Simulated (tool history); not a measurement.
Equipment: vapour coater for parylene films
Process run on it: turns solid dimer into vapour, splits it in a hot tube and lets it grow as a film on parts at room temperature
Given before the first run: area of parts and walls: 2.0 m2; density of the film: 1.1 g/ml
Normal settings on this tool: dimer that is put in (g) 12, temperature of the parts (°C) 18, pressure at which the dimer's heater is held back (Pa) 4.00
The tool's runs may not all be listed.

run	hour	dimer that is put in (g)	temperature of the parts (°C)	pressure at which the dimer's heater is held back (Pa)	thickness of the film (um)
1	0.0	12	18	4.00	3.54
2	26.0	22	18	4.00	6.45
# hour 60.5: trap's valve overhauled
3	78.2	22	18	4.00	6.56
4	111.4	22	18	4.00	6.51
5	135.6	11	18	4.00	3.24
6	171.2	11	18	4.00	3.27
7	202.1	12	18	4.00	3.55
8	238.9	12	18	2.60	3.76
9	262.8	12	18	4.00	3.57
10	296.3	12	18	2.34	3.84
11	323.3	12	21	4.00	3.21
12	357.7	16	18	4.00	4.76
13	390.0	16	18	4.00	4.75
14	439.0	16	18	4.00	4.70
15	466.4	14	18	4.00	4.13
16	500.1	14	18	4.00	4.13
# hour 518.4: trap's valve overhauled
17	551.7	14	13	2.95	5.08
18	584.4	17	16	2.70	5.70
19	612.2	7	18	3.53	2.10
20	658.5	17	18	3.40	5.14
21	700.6	14	19	2.86	4.21
# hour 717.7: table's thermometer calibrated
22	744.2	14	19	2.89	4.25
23	776.3	12	26	8.25	2.51
24	808.4	15	18	4.00	4.42
25	838.9	7	18	2.18	2.25
26	865.3	9	18	4.00	2.66
27	902.2	12	18	7.70	3.22

Each row is a separate what-if for the run after 27, all from the same tool condition, not one after another. Results?
A	951.0	12	18	10.54	?
B	951.0	22	18	4.00	?
C	951.0	12	18	2.45	?
D	951.0	5	14	3.30	?

run	thickness of the film (um)
A	3.09
B	6.55
C	3.80
D	1.72
Stripped of hidden state, with their random variation kept, the same runs would have yielded:
run	thickness of the film (um)
A	3.10
B	6.57
C	3.81
D	1.73

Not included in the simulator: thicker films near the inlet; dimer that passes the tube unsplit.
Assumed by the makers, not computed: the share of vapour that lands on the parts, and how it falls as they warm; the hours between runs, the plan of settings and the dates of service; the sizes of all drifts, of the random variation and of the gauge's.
